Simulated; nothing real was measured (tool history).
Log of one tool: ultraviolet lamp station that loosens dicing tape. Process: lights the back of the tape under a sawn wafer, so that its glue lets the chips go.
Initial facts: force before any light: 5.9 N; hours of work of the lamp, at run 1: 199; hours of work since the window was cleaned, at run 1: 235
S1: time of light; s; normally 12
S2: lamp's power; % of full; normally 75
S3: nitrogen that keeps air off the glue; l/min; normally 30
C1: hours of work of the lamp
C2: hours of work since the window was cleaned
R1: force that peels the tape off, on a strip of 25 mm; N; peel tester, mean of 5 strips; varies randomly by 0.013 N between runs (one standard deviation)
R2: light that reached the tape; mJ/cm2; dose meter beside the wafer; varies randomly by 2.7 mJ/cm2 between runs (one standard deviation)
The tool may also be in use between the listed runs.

run    hour  S1  S2  S3    C1   C2     R1   R2
  1     0.0  12  75  30   199  235  0.595  350
  2    44.7  12  75  30   219  256  0.595  346
  3   106.4  13  75  30   248  285  0.491  376
  4   132.4  12  75  26   260  297  0.663  345
  5   176.6  12  80  30   280  317  0.510  374
  6   236.8  12  75  30   308  345  0.589  346
  7   275.9  12  75  30   326  363  0.586  348
  8   339.1  12  75  30   356  392  0.597  345
  9   382.5  12  75  30   376  412  0.587  349
 10   423.1  12  75  23   394  431  0.722  346
 11   451.2  12  75  23   407  444  0.690  348
 12   486.4  12  75  23   424  460  0.734  350
 13   522.0  12  75  30   440  477  0.598  346
 14   551.0  12  75  30   454  490  0.607  351
 15   595.2  12  75  22   474  511  0.757  351
 16   654.4  12  75  30   501  538  0.577  349
 17   682.4  12  92  30   514  551  0.373  430
 18   739.5  12  92  30   541  577  0.360  428
 19   770.1  12  92  30   555  592  0.384  422
 20   826.3  12  92  30   581  618  0.371  426
      847.4  -- window cleaned of glue's vapour
 21   861.0  12  92  30   597    6  0.377  429
 22   913.5  12  92  30   621   31  0.369  423
 23   963.8   7  92  30   644   54  1.040  248
 24  1017.7  24  75  12   669   79  0.305  694
 25  1080.4  24  63  12   698  108  0.450  582
 26  1114.5  19  82  11   714  124  0.459  604
 27  1176.7  19  64  11   743  152  0.730  470
 28  1218.9  14  61  29   762  172  0.657  328
 29  1276.4   6  74  53   789  198  1.366  172
 30  1319.3  10  76  58   809  218  0.491  291
 31  1355.5  10  76  31   825  235  0.752  292
 32  1401.9  10  77  30   847  256  0.802  297
 33  1450.5  16  75  25   869  279  0.379  463
 34  1488.1  19  64  15   887  296  0.573  466
 35  1527.8  19  85  15   905  315  0.318  623
 36  1580.3  11  92  30   929  339  0.446  392
 37  1613.4  20  90  24   945  354  0.165  691
 38  1673.0  20  90  24   972  382  0.186  687
 39  1732.9   7  85  22  1000  409  1.444  230
 40  1774.8   7  85  22  1019  429  1.480  228
 41  1832.7   7  85  22  1046  456  1.430  229
 42  1887.0  20  63   9  1071  481  0.808  486
 43  1912.8  20  63   9  1083  493  0.804  494

Predict each of these 3 candidate next runs independently; none follows another, all start after run 43:
  A  1958.9  14  95  27  1104  514   ?   ?
  B  1958.9   7  75  30  1104  514   ?   ?
  C  1958.9  20  96  13  1104  514   ?   ?

run     R1   R2
  A  0.280  514
  B  1.480  200
  C  0.247  743
Had the tool no hidden state, the same runs would have come out as:
run     R1   R2
  A  0.277  516
  B  1.471  201
  C  0.244  747

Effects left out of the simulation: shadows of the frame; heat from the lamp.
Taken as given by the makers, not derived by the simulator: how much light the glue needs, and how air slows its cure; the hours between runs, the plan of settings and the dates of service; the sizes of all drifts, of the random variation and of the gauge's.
